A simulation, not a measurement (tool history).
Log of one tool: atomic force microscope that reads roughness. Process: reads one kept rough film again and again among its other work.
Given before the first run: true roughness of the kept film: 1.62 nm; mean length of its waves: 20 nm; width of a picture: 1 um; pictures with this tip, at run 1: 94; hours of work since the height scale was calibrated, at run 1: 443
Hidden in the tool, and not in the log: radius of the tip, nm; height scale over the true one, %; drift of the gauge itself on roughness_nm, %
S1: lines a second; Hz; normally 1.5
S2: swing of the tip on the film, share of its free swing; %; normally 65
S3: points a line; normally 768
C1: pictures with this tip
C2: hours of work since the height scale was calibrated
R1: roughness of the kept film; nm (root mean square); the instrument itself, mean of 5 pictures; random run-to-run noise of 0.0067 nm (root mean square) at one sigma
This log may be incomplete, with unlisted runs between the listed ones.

run	hour	S1	S2	S3	C1	C2	R1
1	0	1.5	65	768	94	443	1.343
# hour 23.9: new tip fitted
2	46.1	1.03	65	768	41	472	1.349
# hour 94.1: new tip fitted
3	94.1	3.86	65	768	0	501	1.274
4	144.6	1.5	65	768	94	532	1.34
# hour 166.5: new tip fitted
5	169.6	1.5	58	768	6	548	1.36
6	206.9	1.5	58	768	75	571	1.367
# hour 238.9: new tip fitted
7	260	0.69	65	768	39	603	1.356
8	296	0.69	79	637	106	626	1.334
# hour 309.3: new tip fitted
9	321.6	0.64	55	296	23	641	1.357

Estimate the outcome of run 10 from the log above:
10	373.3	0.64	55	296	118	674	?

{"run 10": {"R1": 1.33}}
Take away the tool's hidden state, keep the run-to-run variation as it was, and the same run would have given R1 1.334 nm (root mean square).
